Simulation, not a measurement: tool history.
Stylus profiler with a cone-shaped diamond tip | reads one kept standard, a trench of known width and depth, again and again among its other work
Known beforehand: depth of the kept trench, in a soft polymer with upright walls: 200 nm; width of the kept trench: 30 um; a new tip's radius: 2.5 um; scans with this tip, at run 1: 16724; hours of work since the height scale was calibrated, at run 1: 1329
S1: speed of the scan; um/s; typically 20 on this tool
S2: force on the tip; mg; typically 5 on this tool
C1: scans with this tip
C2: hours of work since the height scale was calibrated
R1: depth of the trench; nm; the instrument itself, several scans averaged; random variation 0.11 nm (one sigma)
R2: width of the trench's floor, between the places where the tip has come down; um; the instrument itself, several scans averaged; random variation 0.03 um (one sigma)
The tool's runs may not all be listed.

run    hour  S1     S2     C1    C2      R1     R2
  1       0  20      5  16724  1329  204.06  26.93
  2   119.1  20      5  17863  1420  204.21  26.89
  3   173.4  20  11.68  18382  1461  206.65  26.82
  4   305.4  20      5  19644  1562  204.21  26.71
  5   367.7  20      5  20240  1609  204.32  26.68
  6   473.6  20   2.24  21253  1689  203.08  26.64
  7   555.7  20  14.38  22038  1752  207.81  26.62
  8   670.5  20  14.38  23136  1839  207.69  26.57
      717.4  -- new tip fitted, height scale calibrated
  9   792.5  20      5    718    57  203.18  27.99
 10   917.2  20   3.16   1911   152  202.52  27.86
 11   975.5  20   3.16   2468   196  202.58   27.8
 12  1107.9  20   3.16   3733   297  202.56  27.75
 13  1185.9  20   3.16   4480   356  202.62  27.63
 14  1284.4  20   3.16   5421   431  202.82  27.61
 15  1372.9  20   3.16   6268   498  202.62  27.49
     1379.9  -- height scale calibrated on a step standard
 16  1472.2  20   3.16   7213    70  202.86  27.39
 17  1530.9  20   3.16   7774   115  202.92  27.36
     1594.1  -- height scale calibrated on a step standard, once more
 18  1665.3  20   6.22   9055    54  203.58  27.32
 19  1756.8  20   6.22   9929   124  203.64  27.28
 20  1829.3  20   6.22  10622   179  203.75   27.2
 21  1890.5  47      5  11208   225  203.26  27.13
 22  2014.2  20   5.87  12391   319  203.68  27.08
 23  2125.5  12      5  13455   404   203.4  27.03
 24  2238.9  12   6.97  14539   490  204.26  26.97
 25  2309.9  20   9.78  15219   544  205.45  26.91
 26  2424.7  10   2.28  16316   631  202.22  26.82
 27  2490.9   6  14.93  16949   682  206.92  26.88
 28  2604.1  12  13.68  18032   768  206.45   26.8
 29    2735  33  13.88  19283   867  206.79  26.72
 30  2844.5  33  13.88  20331   951  207.14  26.62
 31  2978.8  35   1.75  21614  1053   202.1  26.52
 32  3070.7  35   1.75  22493  1122  202.33  26.44
 33  3133.7  45   3.15  23096  1170  203.07  26.44
       3177  -- new tip fitted, height scale calibrated
 34  3254.1  45  13.74    738    59  206.31  27.94
 35  3323.1  45  13.74   1397   111  206.43  27.86
 36  3454.4  22   5.47   2653   211  203.39  27.87
 37  3573.6  17   7.74   3793   301  204.31  27.69
 38  3703.1  17   7.74   5031   400  204.51  27.61
 39    3814  11    7.2   6092   484  204.43  27.52
 40  3928.5  11    7.2   7187   571  204.42  27.46
 41  3995.8  29    7.2   7830   622  204.33  27.33
 42  4076.4  29    7.2   8601   684  204.35  27.28
 43  4203.7  29   4.08   9818   780  203.33  27.25
 44  4311.4   9   4.08  10848   862  203.27  27.21
 45    4386   5   1.94  11562   919  202.18  27.14

Each row is a separate what-if for the run after 45, all from the same tool condition, not one after another. Results?
  A  4495.7  27  1.94  12611  1002   ?   ?
  B  4495.7  25  1.94  12611  1002   ?   ?
  C  4495.7   5  5.64  12611  1002   ?   ?
  D  4495.7  43  2.17  12611  1002   ?   ?
  E  4495.7  13  7.22  12611  1002   ?   ?

run      R1     R2
  A  202.25  27.02
  B  202.43  26.96
  C  204.08  27.07
  D  202.53  27.01
  E  204.74  27.06
With no hidden state in the tool, these same runs would have given:
run      R1     R2
  A  201.62  27.96
  B   201.8   27.9
  C  203.44  28.01
  D   201.9  27.96
  E   204.1     28
